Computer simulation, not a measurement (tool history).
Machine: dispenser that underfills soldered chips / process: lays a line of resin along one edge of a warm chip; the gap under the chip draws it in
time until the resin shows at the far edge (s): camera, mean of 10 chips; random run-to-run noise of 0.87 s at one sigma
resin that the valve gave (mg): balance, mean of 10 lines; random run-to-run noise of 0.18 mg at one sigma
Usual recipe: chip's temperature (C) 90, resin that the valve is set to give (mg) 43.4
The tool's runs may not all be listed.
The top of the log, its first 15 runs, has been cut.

run	hour	chip's temperature (C)	resin that the valve is set to give (mg)	time until the resin shows at the far edge (s)	resin that the valve gave (mg)
16	123.7	84	43.4	161.9	40.63
# hour 124.7: new syringe of resin
17	132.8	84	43.4	123.3	40.53
# hour 142.4: new syringe of resin
18	142.4	84	48.5	97.5	45.02
19	148.2	104	50.9	54.3	47.3
# hour 153.9: dispensing valve cleaned and set on the balance
20	157.4	90	45.9	118.3	45.61
# hour 161.4: new syringe of resin
21	163.4	91	41.5	80.8	41.1
22	172.3	104	51.5	63	50.97
# hour 179.5: new syringe of resin
23	179.9	104	51.5	45.4	50.91
24	190.2	90	46.7	101.7	45.45
# hour 197.8: new syringe of resin
25	199.6	104	51.4	47.5	50.03
26	208.1	104	51.4	61.1	49.93
# hour 216.1: new syringe of resin
27	216.4	102	56.2	49.2	54.18
28	228	102	56.2	68.2	53.96
# hour 233.9: new syringe of resin
29	240	102	38.8	61.4	36.76
# hour 251.9: new syringe of resin
30	251.9	100	56	52	53.51
# hour 254.5: stage's temperature calibrated
31	258.9	100	56	66.8	52.85
32	267.6	88	42.8	140.5	39.87
# hour 270.8: new syringe of resin
33	273.5	90	53.7	89.5	50.35
34	281.5	95	52.7	94	49.24
35	287.8	89	46.1	143	43.25

What if the next run were any one of these 4? Each begins from the tool's condition after run 35:
# hour 288.8: new syringe of resin
A	300.1	89	39.1	?	?
# hour 288.8: new syringe of resin
B	300.1	77	42.3	?	?
# hour 288.8: new syringe of resin
C	300.1	85	42.8	?	?
# hour 288.8: new syringe of resin
D	300.1	86	43.4	?	?

run	time until the resin shows at the far edge (s)	resin that the valve gave (mg)
A	125.7	36.21
B	198.8	39.05
C	143.3	39.36
D	135.1	40.09
What these runs would have given with no unlogged condition in the tool:
run	time until the resin shows at the far edge (s)	resin that the valve gave (mg)
A	86.6	39.12
B	137.9	42.19
C	99.5	42.52
D	93.7	43.3
